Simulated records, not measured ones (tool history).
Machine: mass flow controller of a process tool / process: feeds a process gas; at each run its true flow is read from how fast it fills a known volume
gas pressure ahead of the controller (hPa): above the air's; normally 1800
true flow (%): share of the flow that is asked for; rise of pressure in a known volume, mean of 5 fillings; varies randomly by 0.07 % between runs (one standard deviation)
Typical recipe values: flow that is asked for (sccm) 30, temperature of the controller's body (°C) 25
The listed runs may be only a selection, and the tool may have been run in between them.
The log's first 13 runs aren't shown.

run	hour	flow that is asked for (sccm)	gas pressure ahead of the controller (hPa)	temperature of the controller's body (°C)	true flow (%)
14	1140	49	1800	25	101.65
15	1265.5	49	1800	25	101.64
16	1323.1	30	1800	25	102.19
17	1390	30	1800	25	102.28
18	1441.8	30	1800	28	102.54
19	1536.3	30	1800	28	102.69
20	1619.6	30	1800	25	102.35
21	1696.1	30	2390	25	102.72
22	1783.1	30	2390	25	102.74
23	1853.6	30	2390	25	102.82
24	1930	30	1800	25	102.68
# hour 2022.2: controller exchanged for a calibrated one
25	2025.3	30	1800	25	98.16
26	2116	30	1800	25	98.25
27	2206.1	30	1800	25	98.22
28	2326.6	14	1980	29	98.47
29	2410.1	34	1440	23	98.01
30	2533.4	66	1440	24	99.13
31	2599.4	100	2370	36	101.53
32	2683.7	34	2030	26	98.83
33	2778.8	79	2500	26	100.27
34	2845.8	79	2500	26	100.31

Estimate the outcome of run 35 from the log above:
35	2920.8	16	1660	26	?

true flow (%): 98.82
With no hidden state in the tool, this same run would have given true flow (%) 97.38.
